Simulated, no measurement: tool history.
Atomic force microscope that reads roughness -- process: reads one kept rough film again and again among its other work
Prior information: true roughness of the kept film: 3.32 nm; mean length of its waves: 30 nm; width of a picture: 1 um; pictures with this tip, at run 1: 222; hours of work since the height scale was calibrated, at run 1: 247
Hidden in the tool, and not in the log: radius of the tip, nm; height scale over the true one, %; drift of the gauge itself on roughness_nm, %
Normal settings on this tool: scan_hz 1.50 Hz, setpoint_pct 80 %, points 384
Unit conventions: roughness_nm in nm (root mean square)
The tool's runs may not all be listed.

run   hour  scan_hz  setpoint_pct  points  pictures with this tip  hours of work since the height scale was calibrated  roughness_nm
  1    0.0     1.50            80     384                     222                                                  247         2.180
  2    9.1     1.50            80     384                     243                                                  254         2.170
  3   17.8     0.69            80     384                     263                                                  260         2.266
  4   24.2     1.50            80     384                     278                                                  264         2.101
  5   32.4     1.50            80     384                     297                                                  270         2.074
  6   38.5     1.50            80     384                     311                                                  274         2.048
  7   45.6     1.50            64     384                     328                                                  279         2.187
  8   52.1     1.50            64     384                     343                                                  284         2.159
  9   58.2     1.50            80     384                     357                                                  288         1.978
      59.9  -- new tip fitted
 10   68.1     1.50            80     384                      19                                                  294         2.562
 11   77.2     1.50            80     384                      40                                                  301         2.501
 12   84.9     1.50            80     384                      58                                                  306         2.472
 13   93.0     1.50            80     384                      77                                                  312         2.445
 14  102.2     3.04            80     384                      98                                                  318         2.099
 15  106.9     3.04            80     384                     109                                                  322         2.080
 16  113.9     1.50            80     384                     125                                                  327         2.336
 17  123.4     1.50            80     384                     147                                                  333         2.272
 18  129.3     1.50            80     384                     161                                                  337         2.264
 19  137.8     1.50            80     384                     180                                                  343         2.230
 20  146.6     1.50            80     384                     201                                                  349         2.190
 21  153.0     1.50            80     384                     216                                                  354         2.163
     154.7  -- height scale calibrated on a step standard
 22  162.1     1.50            80     384                     234                                                    5         2.143
 23  166.6     2.31            64     503                     245                                                    8         2.234
     172.3  -- height scale calibrated on a step standard, once more
 24  173.5     1.42            77     503                     258                                                    1         2.170
 25  179.1     1.81            71     315                     271                                                    5         2.139
 26  185.8     0.75            60     591                     287                                                    9         2.309
 27  195.0     0.75            60     591                     308                                                   16         2.275
 28  199.3     0.75            60     591                     318                                                   19         2.264
 29  207.6     0.75            60     591                     337                                                   25         2.235
 30  215.7     0.90            75     591                     356                                                   30         2.118
     217.7  -- new tip fitted
 31  223.9     1.50            68     384                      14                                                   36         2.735
 32  229.3     1.50            68     384                      27                                                   40         2.713
 33  234.1     1.50            68     384                      38                                                   43         2.683
 34  243.4     2.40            73     717                      59                                                   49         2.462
 35  249.7     2.40            73     717                      74                                                   54         2.428
 36  254.7     1.56            57     717                      86                                                   57         2.678
 37  264.5     1.04            60     384                     108                                                   64         2.639
 38  269.9     1.50            74    1016                     121                                                   68         2.440
 39  278.0     0.67            77     318                     139                                                   74         2.513
 40  284.9     0.67            77     318                     155                                                   78         2.476
 41  292.4     0.67            77     318                     173                                                   84         2.444
 42  299.3     2.05            64     412                     189                                                   89         2.367
 43  303.6     0.55            67     358                     199                                                   92         2.475
 44  309.1     0.55            60     266                     211                                                   95         2.454

Across each entry between runs, compare the hidden state at the last listed run before it with the hidden state at the first listed run after it:
Runs 9 to 10: new tip fitted (hour 59.9)
  radius of the tip, nm: 30.9 -> 8.4; height scale over the true one, %: 0.19 -> 0.2
  what was measured, less what the result would be without the hidden state, roughness_nm: -0.620 -> -0.044 nm (root mean square)
Runs 21 to 22: height scale calibrated on a step standard (hour 154.7)
  radius of the tip, nm: 22.3 -> 23.4; height scale over the true one, %: 0.23 -> 0.3
  what was measured, less what the result would be without the hidden state, roughness_nm: -0.430 -> -0.458 nm (root mean square)
Runs 23 to 24: height scale calibrated on a step standard, once more (hour 172.3)
  radius of the tip, nm: 24.2 -> 25.2; height scale over the true one, %: 0.3 -> 0
  what was measured, less what the result would be without the hidden state, roughness_nm: -0.499 -> -0.521 nm (root mean square)
Runs 30 to 31: new tip fitted (hour 217.7)
  radius of the tip, nm: 32 -> 8
  what was measured, less what the result would be without the hidden state, roughness_nm: -0.700 -> -0.035 nm (root mean square)

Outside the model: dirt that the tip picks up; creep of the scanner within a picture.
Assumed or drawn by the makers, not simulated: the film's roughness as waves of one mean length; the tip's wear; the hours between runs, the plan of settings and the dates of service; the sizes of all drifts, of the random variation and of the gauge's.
